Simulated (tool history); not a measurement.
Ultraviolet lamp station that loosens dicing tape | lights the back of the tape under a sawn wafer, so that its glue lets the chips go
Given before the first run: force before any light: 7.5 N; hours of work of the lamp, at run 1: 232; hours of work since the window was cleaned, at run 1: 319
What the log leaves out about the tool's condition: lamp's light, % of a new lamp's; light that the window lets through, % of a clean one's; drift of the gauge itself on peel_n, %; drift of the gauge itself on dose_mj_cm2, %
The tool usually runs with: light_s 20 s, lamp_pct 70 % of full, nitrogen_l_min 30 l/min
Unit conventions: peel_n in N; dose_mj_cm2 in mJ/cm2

run,hour,light_s,lamp_pct,nitrogen_l_min,hours of work of the lamp,hours of work since the window was cleaned,peel_n,dose_mj_cm2
1,0,20,70,30,232,319,1.168,427
2,20.3,20,70,30,241,328,1.223,427
3,44.4,20,70,30,251,338,1.196,427
4,60.5,20,70,30,258,345,1.176,419
5,90.9,20,70,30,271,358,1.266,424
6,119.2,20,70,30,283,371,1.287,413
7,143.8,31,70,30,294,381,0.544,645
8,156.6,31,70,30,300,387,0.55,645
9,175.4,31,70,30,308,395,0.581,635
10,195.3,31,70,30,316,404,0.562,632
11,212.5,31,70,12,324,411,1.15,633
12,232.5,31,70,12,332,420,1.166,628
13,245,31,70,12,338,425,1.171,619
14,274.5,20,70,30,351,438,1.333,399
15,290.8,20,70,30,358,445,1.324,398
16,317.6,33,70,30,369,456,0.528,652
17,342.7,20,70,12,380,467,2.19,390
18,359.9,20,70,30,387,475,1.403,386
19,377.7,20,70,30,395,482,1.384,390
20,402.3,20,70,30,406,493,1.431,391
21,422,20,88,30,414,502,0.975,478
22,434.4,20,93,30,420,507,0.859,513
23,462.8,30,96,30,432,519,0.367,785
24,485.3,12,65,30,442,529,2.959,209
25,514.6,18,93,30,454,542,1.097,444
26,531.3,20,80,16,462,549,1.737,426
# hour 544.7: window cleaned of glue's vapour
27,545.1,20,80,16,467,0,1.518,472
28,565.6,23,90,14,476,9,1.109,593
29,585.9,16,64,15,485,18,2.719,295
30,603.4,16,64,15,493,25,2.747,295
31,626.1,37,63,12,502,35,0.986,665
32,642.9,37,63,12,510,42,1.068,661
33,665.7,20,70,13,520,52,2.222,397
34,684.5,14,87,29,528,60,1.703,342
35,704.1,14,68,57,536,69,1.837,265
36,720.1,29,68,13,543,76,1.371,545
37,742.6,29,68,13,553,86,1.383,540
38,766.7,14,68,25,563,96,2.412,258
39,795.5,21,98,10,576,108,1.57,561
40,815.9,28,78,38,585,117,0.551,587
41,843.4,28,78,38,596,129,0.583,591
42,860.7,28,86,38,604,137,0.464,636

Below are 4 alternative next runs, each starting from the tool's condition after run 42. Predict each:
A,890.3,28,86,13,617,149,?,?
B,890.3,12,65,12,617,149,?,?
C,890.3,20,76,27,617,149,?,?
D,890.3,33,98,11,617,149,?,?

run,peel_n,dose_mj_cm2
A,1.087,637
B,3.948,209
C,1.411,393
D,0.694,851
Take away the tool's hidden state, keep each run's random variation, and the runs would have read:
run,peel_n,dose_mj_cm2
A,0.575,885
B,3.091,289
C,0.793,548
D,0.358,1181
